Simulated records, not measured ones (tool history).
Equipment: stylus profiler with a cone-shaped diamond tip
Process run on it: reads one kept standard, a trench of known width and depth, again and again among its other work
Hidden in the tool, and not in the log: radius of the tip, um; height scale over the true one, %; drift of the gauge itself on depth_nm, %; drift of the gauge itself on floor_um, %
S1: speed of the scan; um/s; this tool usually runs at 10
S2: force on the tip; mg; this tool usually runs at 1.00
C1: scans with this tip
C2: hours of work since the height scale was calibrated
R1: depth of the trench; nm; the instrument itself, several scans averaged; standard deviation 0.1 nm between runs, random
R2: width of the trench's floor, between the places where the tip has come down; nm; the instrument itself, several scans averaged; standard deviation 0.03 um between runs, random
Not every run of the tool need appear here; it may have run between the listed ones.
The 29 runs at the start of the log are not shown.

Run 30, hour 2673.8: usual settings but S1 5 um/s, S2 1.84 mg; C1 7462; C2 829. Result: R1 202.60 nm, R2 28180 nm.
Run 31, hour 2757.0: usual settings but S1 4 um/s, S2 0.40 mg; C1 7632; C2 870. Result: R1 200.98 nm, R2 28180 nm.
Run 32, hour 2879.0: usual settings but S1 2 um/s, S2 1.48 mg; C1 7881; C2 930. Result: R1 202.34 nm, R2 28230 nm.
Run 33, hour 2940.5: usual settings but S1 2 um/s, S2 1.15 mg; C1 8006; C2 961. Result: R1 202.04 nm, R2 28230 nm.
At hour 2960.7: height scale calibrated on a step standard.
Run 34, hour 3011.0: usual settings but S1 18 um/s, S2 1.13 mg; C1 8149; C2 25. Result: R1 202.00 nm, R2 28080 nm.
Run 35, hour 3078.0: usual settings but S1 18 um/s, S2 1.13 mg; C1 8285; C2 58. Result: R1 201.88 nm, R2 28060 nm.
Run 36, hour 3179.7: usual settings but S1 21 um/s, S2 1.56 mg; C1 8493; C2 108. Result: R1 202.24 nm, R2 28060 nm.
Run 37, hour 3270.4: usual settings but S1 20 um/s, S2 0.46 mg; C1 8678; C2 152. Result: R1 201.05 nm, R2 27930 nm.
Run 38, hour 3344.2: usual settings but S1 3 um/s, S2 0.99 mg; C1 8828; C2 189. Result: R1 201.84 nm, R2 28230 nm.
Run 39, hour 3432.8: usual settings but S1 24 um/s, S2 0.34 mg; C1 9009; C2 232. Result: R1 200.88 nm, R2 27910 nm.
Run 40, hour 3508.7: usual settings but S1 17 um/s, S2 1.07 mg; C1 9164; C2 269. Result: R1 201.96 nm, R2 28090 nm.
Run 41, hour 3563.9: usual settings but S1 35 um/s, S2 0.77 mg; C1 9276; C2 297. Result: R1 201.50 nm, R2 27830 nm.
Run 42, hour 3624.7: usual settings but S1 22 um/s, S2 1.70 mg; C1 9400; C2 326. Result: R1 202.44 nm, R2 28120 nm.
Run 43, hour 3682.3: usual settings but S1 28 um/s; C1 9517; C2 355. Result: R1 201.74 nm, R2 28020 nm.
Run 44, hour 3791.0: usual settings but S1 8 um/s, S2 1.79 mg; C1 9739; C2 408. Result: R1 202.66 nm, R2 28250 nm.
Run 45, hour 3862.7: usual settings but S1 30 um/s, S2 1.80 mg; C1 9885; C2 443. Result: R1 202.55 nm, R2 28070 nm.

Here are 4 independent what-if runs from the current tool condition. What would each one return?
Run A, hour 3982.2: usual settings but S1 2 um/s, S2 0.61 mg; C1 10129; C2 502. Result: R1 ?, R2 ?.
Run B, hour 3982.2: usual settings but S1 4 um/s, S2 2.58 mg; C1 10129; C2 502. Result: R1 ?, R2 ?.
Run C, hour 3982.2: usual settings but S1 6 um/s, S2 0.78 mg; C1 10129; C2 502. Result: R1 ?, R2 ?.
Run D, hour 3982.2: usual settings but S1 5 um/s, S2 1.80 mg; C1 10129; C2 502. Result: R1 ?, R2 ?.

run      R1     R2
  A  201.29  28270
  B  203.32  28240
  C  201.51  28170
  D  202.67  28230
Stripped of hidden state, with their random variation kept, the same runs would have yielded:
run      R1     R2
  A  201.30  28280
  B  203.33  28240
  C  201.51  28180
  D  202.68  28240
